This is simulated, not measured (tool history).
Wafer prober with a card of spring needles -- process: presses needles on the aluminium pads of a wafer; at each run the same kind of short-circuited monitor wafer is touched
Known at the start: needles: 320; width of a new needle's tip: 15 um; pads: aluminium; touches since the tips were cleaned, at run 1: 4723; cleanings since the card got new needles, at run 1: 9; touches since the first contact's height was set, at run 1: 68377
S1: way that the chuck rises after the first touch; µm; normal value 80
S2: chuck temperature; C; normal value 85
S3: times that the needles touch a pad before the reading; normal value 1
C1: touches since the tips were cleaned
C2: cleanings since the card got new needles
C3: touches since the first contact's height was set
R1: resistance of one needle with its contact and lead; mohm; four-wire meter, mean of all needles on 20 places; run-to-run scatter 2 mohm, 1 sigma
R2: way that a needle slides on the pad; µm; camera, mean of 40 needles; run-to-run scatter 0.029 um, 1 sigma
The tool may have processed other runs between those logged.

run    hour  S1  S2  S3    C1  C2      C3   R1     R2
  1     0.0  80  85   1  4723   9   68377  214  13.00
        5.4  -- tips cleaned on abrasive film
       30.2  -- tips cleaned on abrasive film
       55.1  -- tips cleaned on abrasive film
  2    64.5  80  28   1  2673  12   86690  204  13.07
       78.4  -- tips cleaned on abrasive film
  3    94.3  80  85   1  4527  13   95159  219  12.97
      103.1  -- tips cleaned on abrasive film
      124.9  -- tips cleaned on abrasive film
      146.7  -- tips cleaned on abrasive film
  4   150.3  80  85   1  1013  16  111039  218  12.93
      168.7  -- tips cleaned on abrasive film
      191.7  -- tips cleaned on abrasive film
  5   208.8  80  85   1  4898  18  127686  215  12.94
      216.8  -- tips cleaned on abrasive film
      242.3  -- tips cleaned on abrasive film
      265.5  -- tips cleaned on abrasive film
  6   265.5  80  85   1     0  21  143762  215  12.89
      288.5  -- tips cleaned on abrasive film
  7   293.3  80  85   1  1356  22  151665  215  12.94
      311.5  -- tips cleaned on abrasive film
      334.1  -- tips cleaned on abrasive film
  8   339.8  81  85   1  1641  24  164885  217  13.10
      356.3  -- tips cleaned on abrasive film
  9   374.6  81  85   1  5207  25  174773  217  13.08
      379.3  -- tips cleaned on abrasive film
      404.8  -- tips cleaned on abrasive film
 10   420.6  80  85   3  4498  27  187844  214  12.91
      431.1  -- tips cleaned on abrasive film
      440.6  -- height of the first contact set anew
      452.7  -- tips cleaned on abrasive film
      476.5  -- tips cleaned on abrasive film
 11   482.3  80  85   3  1662  30   11854  212  12.89
      500.5  -- tips cleaned on abrasive film
      523.5  -- tips cleaned on abrasive film
      544.9  -- tips cleaned on abrasive film
 12   544.9  80  39   1     0  33   29610  205  12.87
      567.2  -- tips cleaned on abrasive film
 13   576.3  80  39   1  2603  34   38555  204  12.85
      590.1  -- tips cleaned on abrasive film
 14   606.8  80  85   1  4775  35   47228  216  12.87
      612.2  -- tips cleaned on abrasive film
      634.8  -- tips cleaned on abrasive film
 15   641.6  80  64   1  1928  37   57081  212  12.84
      658.4  -- tips cleaned on abrasive film
 16   673.4  80  64   1  4271  38   66127  212  12.78
      681.5  -- tips cleaned on abrasive film
      703.2  -- tips cleaned on abrasive film
      717.1  -- gauge calibrated
 17   723.6  76  85   3  5805  40   80391  214  12.37
      727.9  -- tips cleaned on abrasive film
      752.2  -- tips cleaned on abrasive film
 18   752.2  76  85   3     0  42   88501  218  12.33
      778.6  -- tips cleaned on abrasive film
 19   786.1  97  85   2  2137  43   98123  214  15.79
      800.9  -- tips cleaned on abrasive film
      822.3  -- tips cleaned on abrasive film
 20   822.4  81  85   2    48  45  108447  214  13.14
      845.3  -- tips cleaned on abrasive film
 21   863.7  80  63   3  5260  46  120190  210  13.00
      869.0  -- tips cleaned on abrasive film
      891.4  -- tips cleaned on abrasive film
 22   891.4  61  42   1     0  48  128042  212   9.89
      913.3  -- tips cleaned on abrasive film
 23   929.7  61  42   1  4664  49  138919  210   9.87
      935.0  -- tips cleaned on abrasive film
      957.9  -- tips cleaned on abrasive film
 24   961.3  61  42   1   975  51  147896  210   9.85
      980.7  -- tips cleaned on abrasive film
     1002.0  -- tips cleaned on abrasive film
 25  1002.0  61  42   1     0  53  159449  212   9.84
     1025.6  -- tips cleaned on abrasive film
     1047.6  -- tips cleaned on abrasive film
 26  1065.8  83  40   3  5190  55  177583  202  13.39
     1069.8  -- tips cleaned on abrasive film
     1094.2  -- tips cleaned on abrasive film
     1116.0  -- tips cleaned on abrasive film
     1121.6  -- height of the first contact set anew
 27  1123.2  80  76   2  1941  58     441  212  12.95
     1139.4  -- tips cleaned on abrasive film
     1165.4  -- tips cleaned on abrasive film
 28  1167.9  80  76   2   725  60   13149  218  12.88
     1189.1  -- tips cleaned on abrasive film
 29  1196.4  80  76   2  2072  61   21238  206  12.90
     1215.1  -- tips cleaned on abrasive film
     1238.5  -- tips cleaned on abrasive film
 30  1238.5  76  27   1     0  63   33201  206  12.26

Selected run-to-run steps in R2, each split into two signed amounts: the part the tool would show with no hidden state at all (from settings, incoming material and random variation), and the remainder, which goes to the hidden state together with any gauge scatter not common to the measured and the hidden-state-free results:
The tool's hidden condition here consists of: debris on the tips, nm; way that the needles fall short of the set height, um; tips' diameter, um; drift of the gauge itself on contact_mohm, %; drift of the gauge itself on scrub_um, %.
Run 5 -> 6: tips cleaned on abrasive film, tips cleaned on abrasive film, tips cleaned on abrasive film. R2 -0.05 µm: hidden state -0.03, all else -0.02.
Run 16 -> 17: S1 80 -> 76, S2 64 -> 85, S3 1 -> 3, tips cleaned on abrasive film, tips cleaned on abrasive film, gauge calibrated. R2 -0.41 µm: hidden state +0.17, all else -0.58.
Run 18 -> 19: S1 76 -> 97, S3 3 -> 2, tips cleaned on abrasive film. R2 +3.46 µm: hidden state -0.01, all else +3.47.
Run 21 -> 22: S1 80 -> 61, S2 63 -> 42, S3 3 -> 1, tips cleaned on abrasive film, tips cleaned on abrasive film. R2 -3.11 µm: hidden state +0.00, all else -3.11.
Run 25 -> 26: S1 61 -> 83, S2 42 -> 40, S3 1 -> 3, tips cleaned on abrasive film, tips cleaned on abrasive film. R2 +3.55 µm: hidden state -0.03, all else +3.58.
